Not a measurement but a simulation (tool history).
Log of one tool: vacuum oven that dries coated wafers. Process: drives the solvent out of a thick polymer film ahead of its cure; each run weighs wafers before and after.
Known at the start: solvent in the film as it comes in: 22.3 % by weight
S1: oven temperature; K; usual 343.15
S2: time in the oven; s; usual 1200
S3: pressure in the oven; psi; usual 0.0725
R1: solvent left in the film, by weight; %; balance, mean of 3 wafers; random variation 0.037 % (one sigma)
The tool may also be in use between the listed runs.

{"run": 1, "day": 0.0, "S1": 343.15, "S2": 1200, "S3": 0.0725, "R1": 1.14}
{"run": 2, "day": 2.171, "S1": 343.15, "S2": 1200, "S3": 0.0725, "R1": 1.15}
{"run": 3, "day": 6.242, "S1": 343.15, "S2": 1200, "S3": 0.0725, "R1": 1.15}
{"run": 4, "day": 9.375, "S1": 343.15, "S2": 1200, "S3": 0.0725, "R1": 1.16}
{"run": 5, "day": 12.662, "S1": 343.15, "S2": 1200, "S3": 0.0725, "R1": 1.1}
{"run": 6, "day": 14.475, "S1": 330.15, "S2": 1200, "S3": 0.0725, "R1": 7.14}
{"run": 7, "day": 17.471, "S1": 343.15, "S2": 720, "S3": 0.0725, "R1": 3.21}
{"run": 8, "day": 21.45, "S1": 343.15, "S2": 720, "S3": 0.0725, "R1": 3.17}
{"run": 9, "day": 23.354, "S1": 343.15, "S2": 720, "S3": 0.0725, "R1": 3.1}
{"run": 10, "day": 25.779, "S1": 343.15, "S2": 1500, "S3": 0.0725, "R1": 0.6}
{"run": 11, "day": 29.7, "S1": 343.15, "S2": 1020, "S3": 0.0725, "R1": 1.52}
{"run": 12, "day": 31.8, "S1": 343.15, "S2": 1020, "S3": 0.0725, "R1": 1.55}
{"run": 13, "day": 33.788, "S1": 343.15, "S2": 1020, "S3": 0.0725, "R1": 1.5}
{"run": 14, "day": 35.621, "S1": 331.15, "S2": 1500, "S3": 0.2426, "R1": 5.51}
{"run": 15, "day": 39.762, "S1": 332.15, "S2": 900, "S3": 0.244, "R1": 8.17}
{"run": 16, "day": 43.771, "S1": 332.15, "S2": 1260, "S3": 0.0365, "R1": 5.36}
{"run": 17, "day": 47.171, "S1": 332.15, "S2": 1200, "S3": 0.0365, "R1": 5.58}
{"run": 18, "day": 49.854, "S1": 330.15, "S2": 2160, "S3": 0.0365, "R1": 3.09}
{"run": 19, "day": 52.9, "S1": 351.15, "S2": 1920, "S3": 0.0873, "R1": 0.23}
{"run": 20, "day": 55.754, "S1": 355.15, "S2": 840, "S3": 0.0783, "R1": 0.22}
{"run": 21, "day": 58.879, "S1": 343.15, "S2": 720, "S3": 0.0634, "R1": 2.82}
{"run": 22, "day": 63.088, "S1": 334.15, "S2": 1200, "S3": 0.0725, "R1": 4.39}

Expected results for the next run?
{"run": 23, "day": 66.55, "S1": 336.15, "S2": 780, "S3": 0.0725, "R1": "?"}

{"run 23": {"R1": 5.94}}
With the hidden condition absent and the run-to-run variation left alone, this run would have shown R1 6.84 %.
